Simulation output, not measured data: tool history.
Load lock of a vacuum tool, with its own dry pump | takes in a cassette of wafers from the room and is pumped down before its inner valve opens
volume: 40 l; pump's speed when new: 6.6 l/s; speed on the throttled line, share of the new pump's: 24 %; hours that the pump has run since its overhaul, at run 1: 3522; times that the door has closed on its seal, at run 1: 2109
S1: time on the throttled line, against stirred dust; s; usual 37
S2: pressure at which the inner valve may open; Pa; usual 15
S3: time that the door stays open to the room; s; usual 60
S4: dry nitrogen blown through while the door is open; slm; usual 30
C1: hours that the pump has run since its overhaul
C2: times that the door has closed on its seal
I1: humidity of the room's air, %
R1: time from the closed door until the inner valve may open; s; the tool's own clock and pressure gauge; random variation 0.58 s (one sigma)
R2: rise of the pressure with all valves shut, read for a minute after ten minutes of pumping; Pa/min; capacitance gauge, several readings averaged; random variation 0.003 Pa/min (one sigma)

run 1 hour=0 | S1=37 S2=15 S3=60 S4=30 | C1=3522 C2=2109 | I1=42.6 | R1=83.8 R2=0.023
run 2 hour=161.7 | S1=37 S2=15 S3=60 S4=30 | C1=3684 C2=2294 | I1=47 | R1=83.2 R2=0.032
run 3 hour=316.3 | S1=37 S2=15 S3=60 S4=6 | C1=3838 C2=2471 | I1=45.7 | R1=83.6 R2=0.05
run 4 hour=507.6 | S1=37 S2=15 S3=60 S4=6 | C1=4029 C2=2690 | I1=43.4 | R1=84.3 R2=0.047
run 5 hour=630.7 | S1=19 S2=15 S3=60 S4=6 | C1=4153 C2=2831 | I1=42.5 | R1=69.9 R2=0.045
run 6 hour=821.4 | S1=19 S2=15 S3=60 S4=6 | C1=4343 C2=3050 | I1=42 | R1=70.4 R2=0.048
run 7 hour=918 | S1=19 S2=15 S3=60 S4=6 | C1=4440 C2=3161 | I1=46.4 | R1=71.1 R2=0.051
run 8 hour=1085.5 | S1=37 S2=15 S3=60 S4=30 | C1=4607 C2=3353 | I1=42.9 | R1=84 R2=0.034
run 9 hour=1265.1 | S1=37 S2=15 S3=60 S4=9 | C1=4787 C2=3559 | I1=42.7 | R1=84.3 R2=0.047
run 10 hour=1460.6 | S1=37 S2=15 S3=60 S4=9 | C1=4982 C2=3783 | I1=44.3 | R1=84.7 R2=0.044
run 11 hour=1603 | S1=37 S2=15 S3=60 S4=9 | C1=5125 C2=3946 | I1=44 | R1=84.8 R2=0.046
run 12 hour=1728.3 | S1=37 S2=15 S3=82 S4=8 | C1=5250 C2=4089 | I1=42.4 | R1=84 R2=0.048
run 13 hour=1829.1 | S1=37 S2=15 S3=82 S4=8 | C1=5351 C2=4205 | I1=44.4 | R1=83.3 R2=0.056
run 14 hour=1941.1 | S1=37 S2=15 S3=82 S4=8 | C1=5463 C2=4333 | I1=44.4 | R1=84.7 R2=0.047
run 15 hour=2023.5 | S1=37 S2=15 S3=82 S4=6 | C1=5545 C2=4428 | I1=45.7 | R1=85 R2=0.058
run 16 hour=2172.7 | S1=37 S2=15 S3=30 S4=13 | C1=5695 C2=4599 | I1=40.2 | R1=84.2 R2=0.041
run 17 hour=2333.6 | S1=37 S2=26 S3=60 S4=30 | C1=5856 C2=4783 | I1=44.5 | R1=80.3 R2=0.04
run 18 hour=2456 | S1=28 S2=13 S3=95 S4=30 | C1=5978 C2=4924 | I1=45.2 | R1=78.3 R2=0.038
run 19 hour=2623.1 | S1=28 S2=20 S3=95 S4=30 | C1=6145 C2=5115 | I1=42.3 | R1=76.2 R2=0.043

5 ways to go on from here, each from the tool as it stands after run 19. What would each give?
run A hour=2740.3 | S1=28 S2=15 S3=130 S4=35 | C1=6262 C2=5249 | I1=46.9 | R1=? R2=?
run B hour=2740.3 | S1=50 S2=20 S3=95 S4=30 | C1=6262 C2=5249 | I1=42.8 | R1=? R2=?
run C hour=2740.3 | S1=37 S2=15 S3=136 S4=30 | C1=6262 C2=5249 | I1=43.5 | R1=? R2=?
run D hour=2740.3 | S1=30 S2=15 S3=96 S4=30 | C1=6262 C2=5249 | I1=43.9 | R1=? R2=?
run E hour=2740.3 | S1=38 S2=20 S3=95 S4=30 | C1=6262 C2=5249 | I1=45.2 | R1=? R2=?

run=A R1=78.2 R2=0.041
run=B R1=92.6 R2=0.041
run=C R1=85.4 R2=0.046
run=D R1=79.3 R2=0.041
run=E R1=84.6 R2=0.046
Without the tool's hidden state the same runs would have given:
run=A R1=75.6 R2=0.024
run=B R1=90.4 R2=0.024
run=C R1=82.9 R2=0.029
run=D R1=76.8 R2=0.024
run=E R1=82.2 R2=0.028
